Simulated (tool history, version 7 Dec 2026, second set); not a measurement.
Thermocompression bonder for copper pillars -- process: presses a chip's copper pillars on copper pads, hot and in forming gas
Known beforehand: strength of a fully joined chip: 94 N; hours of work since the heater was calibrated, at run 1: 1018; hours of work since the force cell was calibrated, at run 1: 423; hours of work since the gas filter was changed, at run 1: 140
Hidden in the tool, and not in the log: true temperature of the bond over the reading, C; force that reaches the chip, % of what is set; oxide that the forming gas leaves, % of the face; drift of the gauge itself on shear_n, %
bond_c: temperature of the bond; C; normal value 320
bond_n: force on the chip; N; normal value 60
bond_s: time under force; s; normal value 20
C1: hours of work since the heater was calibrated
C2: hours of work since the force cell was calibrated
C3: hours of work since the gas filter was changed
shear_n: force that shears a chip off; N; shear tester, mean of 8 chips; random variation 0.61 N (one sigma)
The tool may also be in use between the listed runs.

Run 1, hour 0.0: usual settings; C1 1018; C2 423; C3 140. Result: shear_n 63.1 N.
Run 2, hour 12.8: usual settings but bond_s 10 s; C1 1024; C2 430; C3 147. Result: shear_n 52.1 N.
Run 3, hour 27.2: usual settings; C1 1032; C2 437; C3 154. Result: shear_n 62.9 N.
Run 4, hour 56.1: usual settings; C1 1047; C2 452; C3 169. Result: shear_n 62.7 N.
At hour 71.3: forming gas filter changed.
Run 5, hour 83.4: usual settings but bond_s 11 s; C1 1060; C2 466; C3 6. Result: shear_n 56.1 N.
Run 6, hour 105.6: usual settings; C1 1072; C2 477; C3 18. Result: shear_n 66.8 N.
Run 7, hour 125.0: usual settings; C1 1082; C2 487; C3 28. Result: shear_n 66.1 N.
Run 8, hour 154.7: usual settings but bond_s 47 s; C1 1097; C2 502; C3 43. Result: shear_n 78.1 N.
Run 9, hour 168.7: usual settings but bond_s 35 s; C1 1104; C2 509; C3 50. Result: shear_n 75.1 N.
Run 10, hour 185.3: usual settings but bond_s 35 s; C1 1113; C2 518; C3 59. Result: shear_n 74.6 N.
Run 11, hour 214.1: usual settings but bond_s 35 s; C1 1127; C2 533; C3 73. Result: shear_n 73.3 N.
Run 12, hour 235.0: usual settings but bond_c 303 C, bond_n 38 N, bond_s 27 s; C1 1138; C2 543; C3 84. Result: shear_n 40.5 N.
Run 13, hour 251.4: usual settings but bond_c 337 C, bond_n 90 N, bond_s 27 s; C1 1147; C2 552; C3 93. Result: shear_n 86.5 N.
Run 14, hour 267.1: usual settings but bond_c 337 C, bond_n 90 N, bond_s 27 s; C1 1155; C2 560; C3 101. Result: shear_n 87.0 N.
Run 15, hour 293.6: usual settings but bond_c 314 C, bond_n 55 N, bond_s 44 s; C1 1168; C2 574; C3 114. Result: shear_n 70.7 N.
Run 16, hour 315.6: usual settings but bond_c 326 C; C1 1180; C2 585; C3 126. Result: shear_n 67.5 N.
Run 17, hour 331.3: usual settings but bond_c 326 C; C1 1188; C2 593; C3 134. Result: shear_n 66.4 N.
Run 18, hour 348.5: usual settings but bond_n 55 N, bond_s 59 s; C1 1197; C2 602; C3 142. Result: shear_n 75.6 N.

Each row is a separate what-if for the run after 18, all from the same tool condition, not one after another. Results?
Run A, hour 370.3: usual settings but bond_c 327 C, bond_s 11 s; C1 1208; C2 613; C3 154. Result: shear_n ?.
Run B, hour 370.3: usual settings but bond_n 37 N, bond_s 57 s; C1 1208; C2 613; C3 154. Result: shear_n ?.
Run C, hour 370.3: usual settings but bond_c 317 C, bond_n 86 N, bond_s 29 s; C1 1208; C2 613; C3 154. Result: shear_n ?.
Run D, hour 370.3: usual settings but bond_n 70 N, bond_s 29 s; C1 1208; C2 613; C3 154. Result: shear_n ?.
Run E, hour 370.3: usual settings but bond_c 296 C, bond_n 55 N, bond_s 13 s; C1 1208; C2 613; C3 154. Result: shear_n ?.

run  shear_n
  A     58.5
  B     59.5
  C     79.3
  D     75.0
  E     41.2
Stripped of hidden state, with their random variation kept, the same runs would have yielded:
run  shear_n
  A     58.1
  B     59.3
  C     81.5
  D     76.3
  E     40.1
